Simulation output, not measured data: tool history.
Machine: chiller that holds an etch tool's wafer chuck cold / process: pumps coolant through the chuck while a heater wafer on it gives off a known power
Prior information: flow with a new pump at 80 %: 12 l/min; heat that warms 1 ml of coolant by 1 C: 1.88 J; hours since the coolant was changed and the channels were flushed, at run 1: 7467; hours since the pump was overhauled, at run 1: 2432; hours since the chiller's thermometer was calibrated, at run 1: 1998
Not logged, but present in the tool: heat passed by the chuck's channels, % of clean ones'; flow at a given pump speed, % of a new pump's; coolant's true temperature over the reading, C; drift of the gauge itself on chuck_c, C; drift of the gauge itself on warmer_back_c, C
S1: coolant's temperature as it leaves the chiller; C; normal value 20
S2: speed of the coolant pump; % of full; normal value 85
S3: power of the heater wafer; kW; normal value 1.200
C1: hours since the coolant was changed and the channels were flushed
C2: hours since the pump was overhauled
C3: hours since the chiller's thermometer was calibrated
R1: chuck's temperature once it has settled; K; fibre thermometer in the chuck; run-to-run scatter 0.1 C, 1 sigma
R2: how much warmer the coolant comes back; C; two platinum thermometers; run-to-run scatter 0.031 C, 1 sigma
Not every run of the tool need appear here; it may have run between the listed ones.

run,hour,S1,S2,S3,C1,C2,C3,R1,R2
1,0.0,20,85,1.200,7467,2432,1998,301.95,2.97
2,51.0,20,85,1.006,7518,2483,2049,300.45,2.56
3,87.8,20,85,1.695,7554,2520,2086,305.45,4.19
4,119.4,20,85,1.695,7586,2552,2117,305.45,4.31
5,171.0,20,85,1.695,7638,2603,2169,305.55,4.29
6,218.5,20,85,1.200,7685,2651,2216,301.75,3.04
7,267.2,20,85,1.200,7734,2700,2265,301.95,3.11
8,299.5,20,81,1.200,7766,2732,2297,302.05,3.27
9,345.2,20,81,1.200,7812,2778,2343,302.35,3.31
10,377.8,20,86,1.200,7844,2810,2376,301.75,3.15
11,427.2,20,86,1.200,7894,2860,2425,301.95,3.14
12,481.3,20,86,1.200,7948,2914,2479,301.75,3.14
13,516.5,20,86,1.200,7983,2949,2514,301.65,3.23
14,548.4,20,86,1.200,8015,2981,2546,301.75,3.20
# hour 569.9: gauge calibrated
15,591.4,26,86,1.200,8058,3024,2589,307.95,2.98
16,636.8,26,86,1.200,8103,3069,2635,307.75,2.99
17,676.2,18,85,1.200,8143,3109,2674,299.75,3.01
18,734.3,13,95,1.200,8201,3167,2732,294.45,2.74
19,766.4,13,95,1.200,8233,3199,2764,294.35,2.73
20,802.3,13,95,1.399,8269,3235,2800,295.55,3.20
# hour 825.4: chiller's thermometer calibrated
21,833.9,13,95,1.399,8300,3265,9,295.65,3.22
22,860.7,13,95,1.399,8326,3292,35,295.55,3.17
23,913.6,18,95,0.629,8379,3345,88,295.25,1.50
24,951.8,19,91,1.499,8417,3383,126,302.65,3.64
25,979.1,20,86,1.200,8445,3411,154,301.85,3.09
26,1044.5,23,86,0.988,8510,3476,219,303.45,2.64

Estimate the outcome of run 27 from the log above:
27,1086.7,20,73,1.200,8552,3518,261,?,?

Run 27 yielded R1 302.85 K, R2 3.74 C.
Take away the tool's hidden state, keep the run-to-run variation as it was, and the same run would have given R1 302.85 K, R2 3.52 C.
